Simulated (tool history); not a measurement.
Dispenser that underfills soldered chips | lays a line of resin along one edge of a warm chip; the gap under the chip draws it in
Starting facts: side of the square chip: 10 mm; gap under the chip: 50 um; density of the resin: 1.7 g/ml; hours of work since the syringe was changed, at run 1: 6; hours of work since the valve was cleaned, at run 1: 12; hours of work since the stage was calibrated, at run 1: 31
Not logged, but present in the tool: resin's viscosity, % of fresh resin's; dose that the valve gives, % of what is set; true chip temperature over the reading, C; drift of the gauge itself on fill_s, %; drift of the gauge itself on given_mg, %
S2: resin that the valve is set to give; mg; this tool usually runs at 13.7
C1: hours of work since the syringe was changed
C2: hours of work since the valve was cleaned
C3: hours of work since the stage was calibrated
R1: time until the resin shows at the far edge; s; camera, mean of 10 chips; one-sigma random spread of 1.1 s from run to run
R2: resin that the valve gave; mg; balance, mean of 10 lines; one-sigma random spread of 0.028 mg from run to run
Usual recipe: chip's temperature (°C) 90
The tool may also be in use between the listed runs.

Run 1, day 0: usual settings; C1 6; C2 12; C3 31. Result: R1 151.7 s, R2 13.65 mg.
At day 0.071: new syringe of resin.
Run 2, day 0.392: usual settings; C1 6; C2 19; C3 38. Result: R1 154.4 s, R2 13.56 mg.
At day 0.462: new syringe of resin.
Run 3, day 0.758: usual settings but S2 15.9 mg; C1 5; C2 25; C3 44. Result: R1 150.2 s, R2 15.75 mg.
At day 0.85: new syringe of resin.
Run 4, day 1.129: usual settings; C1 5; C2 31; C3 51. Result: R1 145.1 s, R2 13.52 mg.
At day 1.254: new syringe of resin.
Run 5, day 1.517: usual settings; C1 5; C2 38; C3 57. Result: R1 140.6 s, R2 13.52 mg.
At day 1.654: new syringe of resin.
Run 6, day 1.854: usual settings; C1 4; C2 44; C3 63. Result: R1 133.3 s, R2 13.42 mg.
At day 2.038: new syringe of resin.
Run 7, day 2.158: usual settings; C1 2; C2 49; C3 68. Result: R1 119.3 s, R2 13.47 mg.
At day 2.433: new syringe of resin.
Run 8, day 2.538: usual settings; C1 2; C2 55; C3 74. Result: R1 114.3 s, R2 13.43 mg.
At day 2.825: new syringe of resin.
Run 9, day 2.95: usual settings but chip's temperature (°C) 92; C1 2; C2 62; C3 82. Result: R1 112.5 s, R2 13.37 mg.
At day 3.217: new syringe of resin.
Run 10, day 3.233: usual settings but chip's temperature (°C) 88; C1 0; C2 67; C3 86. Result: R1 108.2 s, R2 13.29 mg.
Run 11, day 3.479: usual settings but chip's temperature (°C) 88, S2 11.8 mg; C1 5; C2 71; C3 91. Result: R1 154.8 s, R2 11.45 mg.
At day 3.596: new syringe of resin.
Run 12, day 3.775: usual settings but chip's temperature (°C) 103; C1 3; C2 76; C3 96. Result: R1 90.1 s, R2 13.27 mg.
At day 3.983: new syringe of resin.
Run 13, day 4.017: usual settings but chip's temperature (°C) 103; C1 1; C2 80; C3 100. Result: R1 74.1 s, R2 13.23 mg.
At day 4.379: new syringe of resin.
Run 14, day 4.429: usual settings but chip's temperature (°C) 103; C1 1; C2 87; C3 107. Result: R1 75.6 s, R2 13.28 mg.
Run 15, day 4.6: usual settings but chip's temperature (°C) 103; C1 4; C2 90; C3 110. Result: R1 93.7 s, R2 13.21 mg.
At day 4.771: new syringe of resin.
Run 16, day 4.8: usual settings; C1 0; C2 94; C3 113. Result: R1 105 s, R2 13.16 mg.
At day 5.167: new syringe of resin.
Run 17, day 5.2: usual settings but chip's temperature (°C) 97; C1 1; C2 100; C3 120. Result: R1 88 s, R2 13.16 mg.

Expected results for the next run?
At day 5.479: dispensing valve cleaned and set on the balance.
Run 18, day 5.483: usual settings but chip's temperature (°C) 99, S2 17.4 mg; C1 5; C2 0; C3 124. Result: R1 ?, R2 ?.

R1: 112.3 s
R2: 17.39 mg
Had the tool carried no hidden state, the very same run would have given R1 77 s, R2 17.4 mg.
